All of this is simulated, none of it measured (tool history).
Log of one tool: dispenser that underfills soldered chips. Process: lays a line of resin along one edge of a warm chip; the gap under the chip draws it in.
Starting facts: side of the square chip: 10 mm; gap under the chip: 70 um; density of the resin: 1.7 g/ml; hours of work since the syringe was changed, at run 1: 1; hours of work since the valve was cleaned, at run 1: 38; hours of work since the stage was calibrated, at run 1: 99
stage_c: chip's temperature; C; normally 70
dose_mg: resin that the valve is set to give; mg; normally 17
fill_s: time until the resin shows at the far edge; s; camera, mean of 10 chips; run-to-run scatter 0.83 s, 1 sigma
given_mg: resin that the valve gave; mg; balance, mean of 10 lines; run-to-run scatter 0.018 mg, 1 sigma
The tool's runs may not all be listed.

run,hour,stage_c,dose_mg,hours of work since the syringe was changed,hours of work since the valve was cleaned,hours of work since the stage was calibrated,fill_s,given_mg
1,0,70,17,1,38,99,93.1,16.79
2,2,80,17,3,40,101,61.4,16.79
3,4.1,70,17,5,42,102,115.8,16.8
# hour 5.8: new syringe of resin
4,7.5,70,17,1,44,105,89.8,16.78
5,10.6,70,17,4,46,107,106.1,16.76
# hour 13.2: dispensing valve cleaned and set on the balance
# hour 14.4: new syringe of resin
6,15.8,70,17,1,2,110,88.1,17.01
7,19.7,70,15.5,4,5,113,112.5,15.52
# hour 22.2: new syringe of resin
8,22.9,61,17,1,7,115,139.9,16.98
9,25.9,61,17,3,9,117,160.3,16.97
10,28.6,61,17,5,11,119,195.8,16.96
# hour 30: new syringe of resin
11,31.2,61,17,1,13,121,145.5,16.94
12,35,77,14.9,4,16,124,78.8,14.86
# hour 37.6: new syringe of resin
13,37.7,63,17,0,18,126,121.8,16.94
14,41.1,63,17,3,20,128,149.5,16.91
15,44.8,57,18.4,5,23,131,251.6,18.31
# hour 45.4: new syringe of resin
16,49.2,63,15.9,3,26,134,151.5,15.77
17,51.9,63,17.4,5,28,136,174.4,17.26
# hour 53.2: new syringe of resin
18,56.3,63,17.4,2,31,139,143.7,17.23
19,58.3,81,16.8,4,33,141,62.9,16.66
# hour 60.8: new syringe of resin
20,62.6,81,16.8,1,36,144,52,16.63

5 ways to go on from here, each from the tool as it stands after run 20. What would each give?
A,64.4,64,19.4,3,37,145,?,?
B,64.4,56,19.3,3,37,145,?,?
C,64.4,80,15.4,3,37,145,?,?
D,64.4,75,16.7,3,37,145,?,?
E,64.4,69,18.6,3,37,145,?,?

run,fill_s,given_mg
A,137.8,19.2
B,214.8,19.13
C,63.3,15.27
D,79.9,16.51
E,104.7,18.39
Without the tool's unlogged condition, the same runs would have read:
run,fill_s,given_mg
A,104.1,19.4
B,161.9,19.33
C,48,15.42
D,60.6,16.68
E,79.4,18.58

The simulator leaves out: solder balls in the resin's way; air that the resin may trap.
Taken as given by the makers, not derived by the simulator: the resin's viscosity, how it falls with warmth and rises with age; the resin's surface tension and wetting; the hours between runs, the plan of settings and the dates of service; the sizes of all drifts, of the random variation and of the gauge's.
